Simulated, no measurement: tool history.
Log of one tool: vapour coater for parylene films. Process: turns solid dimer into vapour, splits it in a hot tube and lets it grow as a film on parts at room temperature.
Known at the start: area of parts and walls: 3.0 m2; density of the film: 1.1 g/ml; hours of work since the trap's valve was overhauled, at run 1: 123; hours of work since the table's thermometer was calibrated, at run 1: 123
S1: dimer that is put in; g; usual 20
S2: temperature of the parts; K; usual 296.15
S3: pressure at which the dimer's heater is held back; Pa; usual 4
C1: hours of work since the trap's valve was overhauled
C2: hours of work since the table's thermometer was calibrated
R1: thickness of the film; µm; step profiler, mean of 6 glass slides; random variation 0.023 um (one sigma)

{"run": 1, "hour": 0.0, "S1": 20, "S2": 296.15, "S3": 4, "C1": 123, "C2": 123, "R1": 2.88}
{"run": 2, "hour": 14.8, "S1": 20, "S2": 296.15, "S3": 4, "C1": 130, "C2": 130, "R1": 2.87}
{"run": 3, "hour": 36.5, "S1": 20, "S2": 296.15, "S3": 4, "C1": 142, "C2": 142, "R1": 2.84}
{"run": 4, "hour": 49.4, "S1": 11, "S2": 296.15, "S3": 4, "C1": 149, "C2": 149, "R1": 1.59}
{"run": 5, "hour": 65.1, "S1": 11, "S2": 296.15, "S3": 4, "C1": 157, "C2": 157, "R1": 1.57}
{"run": 6, "hour": 89.6, "S1": 11, "S2": 296.15, "S3": 4, "C1": 170, "C2": 170, "R1": 1.56}
{"run": 7, "hour": 101.6, "S1": 11, "S2": 296.15, "S3": 4, "C1": 177, "C2": 177, "R1": 1.55}
{"run": 8, "hour": 127.2, "S1": 20, "S2": 296.15, "S3": 5.02, "C1": 190, "C2": 190, "R1": 2.73}
{"run": 9, "hour": 141.5, "S1": 20, "S2": 296.15, "S3": 2.89, "C1": 198, "C2": 198, "R1": 3.04}
{"run": 10, "hour": 162.5, "S1": 20, "S2": 296.15, "S3": 2.89, "C1": 209, "C2": 209, "R1": 2.98}
{"run": 11, "hour": 177.6, "S1": 8, "S2": 296.15, "S3": 5.01, "C1": 217, "C2": 217, "R1": 1.06}
{"run": 12, "hour": 193.5, "S1": 22, "S2": 290.15, "S3": 5.01, "C1": 226, "C2": 226, "R1": 3.93}
{"run": 13, "hour": 218.4, "S1": 22, "S2": 292.15, "S3": 5.92, "C1": 239, "C2": 239, "R1": 3.43}
{"hour": 225.0, "done": "trap's valve overhauled"}
{"run": 14, "hour": 243.0, "S1": 22, "S2": 289.15, "S3": 10.4, "C1": 10, "C2": 250, "R1": 3.48}
{"run": 15, "hour": 266.6, "S1": 9, "S2": 302.15, "S3": 2.75, "C1": 22, "C2": 262, "R1": 1.04}
{"run": 16, "hour": 285.2, "S1": 9, "S2": 302.15, "S3": 2.75, "C1": 32, "C2": 272, "R1": 1.03}
{"run": 17, "hour": 306.4, "S1": 16, "S2": 293.15, "S3": 11.66, "C1": 43, "C2": 284, "R1": 2.09}

Forecast run 18:
{"run": 18, "hour": 333.0, "S1": 16, "S2": 293.15, "S3": 5.06, "C1": 57, "C2": 298, "R1": "?"}

{"run 18": {"R1": 2.45}}
Without the tool's hidden state the same run would have given R1 2.57 µm.
